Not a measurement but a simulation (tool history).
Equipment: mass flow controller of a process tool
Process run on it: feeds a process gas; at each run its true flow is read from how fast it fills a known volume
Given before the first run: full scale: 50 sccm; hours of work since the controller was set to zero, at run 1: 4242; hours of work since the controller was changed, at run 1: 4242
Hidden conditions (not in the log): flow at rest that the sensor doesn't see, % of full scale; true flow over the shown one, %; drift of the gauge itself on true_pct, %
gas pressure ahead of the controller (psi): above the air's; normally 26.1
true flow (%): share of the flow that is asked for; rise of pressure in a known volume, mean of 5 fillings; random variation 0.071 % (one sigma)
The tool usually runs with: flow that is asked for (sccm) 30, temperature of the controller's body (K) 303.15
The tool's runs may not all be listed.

run	day	flow that is asked for (sccm)	gas pressure ahead of the controller (psi)	temperature of the controller's body (K)	hours of work since the controller was set to zero	hours of work since the controller was changed	true flow (%)
1	0	30	26.1	303.15	4242	4242	100.12
2	7.771	30	26.1	303.15	4358	4358	100.08
3	19.933	30	26.1	303.15	4540	4540	100.21
4	38.217	30	26.1	303.15	4813	4813	100.38
# day 40.825: controller's zero set anew
5	52.9	30	27.7	303.15	180	5032	100.32
6	67.142	20	26.1	303.15	393	5245	100.4
7	76.2	25	26.1	303.15	529	5381	100.52
8	91.338	42	26.1	303.15	755	5607	100.94
9	102.55	42	26.1	303.15	923	5774	101.05
10	115.942	30	36.5	303.15	1123	5975	100.95
11	130.725	30	26.1	303.15	1344	6196	100.88

What does the tool deliver on the next run?
12	139.092	11	28.9	305.15	1469	6321	?

Run 12 gave true flow (%) 101.03.
Without the tool's hidden state the same run would have given true flow (%) 100.19.
